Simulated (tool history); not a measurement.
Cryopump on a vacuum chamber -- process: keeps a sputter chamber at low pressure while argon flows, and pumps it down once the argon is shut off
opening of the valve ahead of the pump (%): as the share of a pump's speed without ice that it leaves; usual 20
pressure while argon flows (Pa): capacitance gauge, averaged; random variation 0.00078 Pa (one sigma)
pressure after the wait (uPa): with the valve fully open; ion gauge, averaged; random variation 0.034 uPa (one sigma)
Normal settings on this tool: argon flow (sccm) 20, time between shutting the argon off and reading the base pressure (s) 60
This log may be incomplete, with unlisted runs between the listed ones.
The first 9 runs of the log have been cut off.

run   hour  argon flow (sccm)  time between shutting the argon off and reading the base pressure (s)  opening of the valve ahead of the pump (%)  pressure while argon flows (Pa)  pressure after the wait (uPa)
 10  139.4                 20                                                                     60                                          20                           0.1511                           2.02
 11  155.4                 20                                                                     60                                          18                           0.1695                           2.05
 12  169.8                 20                                                                     60                                          18                           0.1682                           1.98
 13  180.7                 20                                                                     60                                          18                           0.1685                           2.05
 14  194.5                 20                                                                     60                                          20                           0.1524                           1.96
 15  204.3                 20                                                                     49                                          20                           0.1538                           2.40
 16  224.6                 20                                                                     49                                          20                           0.1528                           2.36
 17  242.0                 20                                                                     49                                          20                           0.1535                           2.38
 18  255.2                 29                                                                     83                                          58                           0.0782                           1.58
 19  270.6                 32                                                                     83                                          25                           0.1956                           1.54
 20  288.6                 23                                                                    227                                          48                           0.0737                           0.82

Run 21, settings as shown, results not yet in. Your forecast:
 21  300.9                 20                                                                    239                                          48                                ?                              ?

Logged for run 21: pressure while argon flows (Pa) 0.0641, pressure after the wait (uPa) 0.86.
If the tool had no hidden condition, the same run with the same run-to-run variation would have returned pressure while argon flows (Pa) 0.0614, pressure after the wait (uPa) 0.70.
